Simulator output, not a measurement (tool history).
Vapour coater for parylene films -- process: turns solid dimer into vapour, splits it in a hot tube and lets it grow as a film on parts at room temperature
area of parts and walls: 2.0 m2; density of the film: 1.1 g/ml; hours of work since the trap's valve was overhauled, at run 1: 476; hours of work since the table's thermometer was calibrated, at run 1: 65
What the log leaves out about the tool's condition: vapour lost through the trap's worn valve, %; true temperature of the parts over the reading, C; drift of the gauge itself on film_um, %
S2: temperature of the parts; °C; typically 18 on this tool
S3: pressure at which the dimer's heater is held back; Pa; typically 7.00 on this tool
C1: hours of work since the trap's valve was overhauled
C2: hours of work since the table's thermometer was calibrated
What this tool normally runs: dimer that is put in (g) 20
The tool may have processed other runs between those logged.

Run 1, hour 0.0: usual settings; C1 476; C2 65. Result: thickness of the film (nm) 5050.
At hour 8.9: trap's valve overhauled.
Run 2, hour 26.3: usual settings but S3 3.27 Pa; C1 15; C2 84. Result: thickness of the film (nm) 6300.
Run 3, hour 74.1: usual settings but S3 3.27 Pa; C1 57; C2 127. Result: thickness of the film (nm) 6180.
Run 4, hour 115.7: usual settings but S3 3.27 Pa; C1 94; C2 163. Result: thickness of the film (nm) 6210.
Run 5, hour 149.5: usual settings but S3 3.27 Pa; C1 124; C2 193. Result: thickness of the film (nm) 6130.
Run 6, hour 178.5: usual settings but S2 26 °C, S3 3.27 Pa; C1 149; C2 218. Result: thickness of the film (nm) 4830.
Run 7, hour 221.1: usual settings but S2 26 °C, S3 3.27 Pa; C1 187; C2 256. Result: thickness of the film (nm) 4900.
Run 8, hour 246.2: usual settings but S2 26 °C, S3 3.27 Pa; C1 209; C2 278. Result: thickness of the film (nm) 4900.
Run 9, hour 288.9: usual settings but S3 7.80 Pa; C1 246; C2 315. Result: thickness of the film (nm) 5170.
Run 10, hour 328.2: usual settings but dimer that is put in (g) 33, S2 13 °C; C1 281; C2 350. Result: thickness of the film (nm) 10050.
Run 11, hour 351.9: usual settings but dimer that is put in (g) 10, S2 29 °C, S3 11.84 Pa; C1 302; C2 371. Result: thickness of the film (nm) 1700.
Run 12, hour 385.3: usual settings but dimer that is put in (g) 10, S2 29 °C, S3 11.84 Pa; C1 331; C2 400. Result: thickness of the film (nm) 1700.
Run 13, hour 407.5: usual settings but dimer that is put in (g) 10, S2 29 °C, S3 11.84 Pa; C1 350; C2 420. Result: thickness of the film (nm) 1700.
Run 14, hour 438.1: usual settings but dimer that is put in (g) 9, S2 13 °C, S3 11.84 Pa; C1 377; C2 447. Result: thickness of the film (nm) 2510.
Run 15, hour 483.8: usual settings but dimer that is put in (g) 10, S2 26 °C, S3 4.12 Pa; C1 417; C2 487. Result: thickness of the film (nm) 2180.
Run 16, hour 528.1: usual settings but S2 27 °C; C1 456; C2 526. Result: thickness of the film (nm) 3850.
Run 17, hour 552.5: usual settings but S2 12 °C, S3 4.63 Pa; C1 478; C2 547. Result: thickness of the film (nm) 6470.

Below are 3 alternative next runs, each starting from the tool's condition after run 17. Predict each:
At hour 559.8: trap's valve overhauled.
Run A, hour 597.4: usual settings but dimer that is put in (g) 23, S2 11 °C, S3 2.17 Pa; C1 33; C2 583. Result: thickness of the film (nm) ?.
At hour 559.8: trap's valve overhauled.
Run B, hour 597.4: usual settings but dimer that is put in (g) 14, S2 19 °C, S3 7.31 Pa; C1 33; C2 583. Result: thickness of the film (nm) ?.
At hour 559.8: trap's valve overhauled.
Run C, hour 597.4: usual settings but S2 13 °C, S3 7.06 Pa; C1 33; C2 583. Result: thickness of the film (nm) ?.

run  thickness of the film (nm)
  A                        9540
  B                        3640
  C                        6400
Take away the tool's hidden state, keep each run's random variation, and the runs would have read:
run  thickness of the film (nm)
  A                        9740
  B                        3720
  C                        6530
